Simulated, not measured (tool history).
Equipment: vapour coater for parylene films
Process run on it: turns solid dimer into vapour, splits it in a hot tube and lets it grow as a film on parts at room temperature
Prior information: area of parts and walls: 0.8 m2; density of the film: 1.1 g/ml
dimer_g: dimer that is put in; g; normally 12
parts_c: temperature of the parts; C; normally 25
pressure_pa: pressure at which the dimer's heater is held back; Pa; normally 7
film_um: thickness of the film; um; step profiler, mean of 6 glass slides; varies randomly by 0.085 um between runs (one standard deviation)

run   hour  dimer_g  parts_c  pressure_pa  film_um
  1      0       12       25            7     9.69
  2    9.7       12       25            7     9.84
  3   28.1       12       18            7     11.5
  4   47.7       12       18            7    11.53
  5   65.5       12       20            7    10.87
  6   78.8       12       20            7    10.88
  7   87.4       12       25            7     9.75
  8   97.3       12       34            7     7.75
  9  111.5       12       34            7      7.7
 10  129.5       12       34            7     7.78
 11  141.2        9       25            7     7.21
 12    159        9       25            7     7.27
 13  168.5        9       25            7     7.21
 14  184.3       12       25            7     9.68
     189.8  -- trap's valve overhauled
 15  206.9       12       25            7     9.33
 16    218        7       25            7     5.48
 17  231.5        7       28         5.34     5.14
 18    249        5       25         8.08      3.8
 19  258.9        5       25         8.08     3.88
 20  269.8        5       25         8.08     3.77
     278.8  -- trap's valve overhauled, once more
 21  285.2        5       30        11.42     3.71
 22  304.4       18       25            7     15.4
 23  322.3        6       34         4.75     4.33
 24  334.2       19       18         2.88    20.32
 25  345.5       15       18        10.17    14.62
 26  354.7       15       18        10.17    14.92
 27  366.6       15       18        10.17    14.68
 28  375.4        7       26         5.45     5.95

What if the next run were any one of these 5? Each begins from the tool's condition after run 28:
  A  390.6       10       22            7        ?
  B  390.6       16       30         6.15        ?
  C  390.6       12       18            7        ?
  D  390.6        6       25            7        ?
  E  390.6       12       25        10.97        ?

run  film_um
  A     9.18
  B    12.21
  C    11.87
  D     5.14
  E    10.05
Without the tool's hidden state the same runs would have given:
run  film_um
  A     9.28
  B    12.35
  C       12
  D      5.2
  E    10.17
